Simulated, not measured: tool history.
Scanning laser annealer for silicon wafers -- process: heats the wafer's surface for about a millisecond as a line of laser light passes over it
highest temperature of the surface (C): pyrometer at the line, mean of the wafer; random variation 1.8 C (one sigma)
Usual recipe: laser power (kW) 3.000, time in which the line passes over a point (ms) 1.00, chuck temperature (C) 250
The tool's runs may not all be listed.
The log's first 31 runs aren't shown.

run,hour,laser power (kW),time in which the line passes over a point (ms),chuck temperature (C),highest temperature of the surface (C)
32,246.2,2.752,1.04,242,878
33,251.5,2.902,0.76,279,870
34,261.5,2.902,0.76,279,870
35,270.3,2.632,1.00,250,842
36,277.6,2.596,1.00,250,834
37,288.0,3.056,1.00,213,927
38,295.7,3.056,1.00,213,926
39,303.8,2.879,1.00,250,912
40,310.4,2.985,1.14,255,992

Consider 5 possible next runs. They are alternatives, not a sequence: every one starts from the tool as it was left by run 40. What does each give?
A,319.2,3.111,1.14,231,?
B,319.2,3.297,0.89,227,?
C,319.2,2.724,0.90,222,?
D,319.2,3.275,0.96,228,?
E,319.2,2.840,0.87,239,?

run,highest temperature of the surface (C)
A,1005
B,969
C,812
D,988
E,846
Take away the tool's hidden state, keep each run's random variation, and the runs would have read:
run,highest temperature of the surface (C)
A,1064
B,1026
C,857
D,1047
E,893
